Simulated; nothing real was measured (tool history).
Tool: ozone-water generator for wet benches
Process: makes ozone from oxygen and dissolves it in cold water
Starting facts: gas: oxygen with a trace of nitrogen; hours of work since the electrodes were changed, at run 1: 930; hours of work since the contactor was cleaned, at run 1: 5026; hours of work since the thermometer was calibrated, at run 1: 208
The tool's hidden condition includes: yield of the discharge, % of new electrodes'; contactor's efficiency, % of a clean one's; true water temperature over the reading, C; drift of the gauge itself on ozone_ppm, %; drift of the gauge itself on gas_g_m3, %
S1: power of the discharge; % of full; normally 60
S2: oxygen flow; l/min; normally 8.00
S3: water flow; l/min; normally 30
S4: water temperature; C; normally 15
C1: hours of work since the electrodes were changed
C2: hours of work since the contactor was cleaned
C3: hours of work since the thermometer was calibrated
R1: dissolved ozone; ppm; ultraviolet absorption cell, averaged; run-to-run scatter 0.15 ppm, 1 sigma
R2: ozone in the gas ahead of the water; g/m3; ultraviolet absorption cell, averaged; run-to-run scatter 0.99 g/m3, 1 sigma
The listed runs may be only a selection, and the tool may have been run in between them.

run 1 hour=0.0 | S1=60 S2=8.00 S3=30 S4=15 | C1=930 C2=5026 C3=208 | R1=17.6 R2=171.1
run 2 hour=13.7 | S1=60 S2=8.00 S3=30 S4=15 | C1=940 C2=5037 C3=219 | R1=17.6 R2=170.6
run 3 hour=34.8 | S1=60 S2=8.00 S3=30 S4=15 | C1=956 C2=5053 C3=234 | R1=17.8 R2=172.3
run 4 hour=62.8 | S1=60 S2=8.00 S3=30 S4=15 | C1=977 C2=5074 C3=255 | R1=17.4 R2=172.2
run 5 hour=84.3 | S1=60 S2=8.00 S3=30 S4=15 | C1=993 C2=5090 C3=272 | R1=17.8 R2=170.7
run 6 hour=99.4 | S1=60 S2=8.00 S3=30 S4=15 | C1=1005 C2=5101 C3=283 | R1=17.7 R2=172.4
run 7 hour=120.2 | S1=60 S2=8.00 S3=30 S4=15 | C1=1020 C2=5117 C3=299 | R1=17.7 R2=173.4
run 8 hour=141.4 | S1=60 S2=8.00 S3=30 S4=15 | C1=1036 C2=5133 C3=315 | R1=17.3 R2=171.8
run 9 hour=159.3 | S1=60 S2=8.00 S3=30 S4=22 | C1=1050 C2=5146 C3=328 | R1=15.8 R2=172.6
run 10 hour=175.9 | S1=60 S2=5.62 S3=30 S4=8 | C1=1062 C2=5159 C3=341 | R1=18.8 R2=210.0
run 11 hour=191.6 | S1=83 S2=5.62 S3=28 S4=8 | C1=1074 C2=5171 C3=352 | R1=24.5 R2=257.9
run 12 hour=214.3 | S1=41 S2=12.27 S3=23 S4=21 | C1=1091 C2=5188 C3=370 | R1=14.1 R2=105.8
run 13 hour=231.4 | S1=41 S2=8.62 S3=23 S4=21 | C1=1104 C2=5201 C3=382 | R1=15.1 R2=127.7
run 14 hour=259.3 | S1=51 S2=13.58 S3=23 S4=14 | C1=1125 C2=5222 C3=403 | R1=18.6 R2=114.5
run 15 hour=280.6 | S1=60 S2=5.78 S3=36 S4=15 | C1=1141 C2=5238 C3=419 | R1=14.8 R2=208.8
run 16 hour=310.0 | S1=58 S2=5.78 S3=36 S4=15 | C1=1163 C2=5260 C3=442 | R1=14.3 R2=202.9
run 17 hour=332.3 | S1=58 S2=5.78 S3=36 S4=15 | C1=1180 C2=5277 C3=458 | R1=14.2 R2=202.4

Here are 3 independent what-if runs from the current tool condition. What would each one return?
run A hour=357.3 | S1=64 S2=7.16 S3=34 S4=15 | C1=1199 C2=5295 C3=477 | R1=? R2=?
run B hour=357.3 | S1=60 S2=4.26 S3=30 S4=19 | C1=1199 C2=5295 C3=477 | R1=? R2=?
run C hour=357.3 | S1=49 S2=8.00 S3=24 S4=15 | C1=1199 C2=5295 C3=477 | R1=? R2=?

run=A R1=16.3 R2=191.7
run=B R1=16.3 R2=244.3
run=C R1=18.5 R2=151.3
With no hidden state in the tool, these same runs would have given:
run=A R1=16.4 R2=191.7
run=B R1=16.3 R2=244.4
run=C R1=18.5 R2=151.3
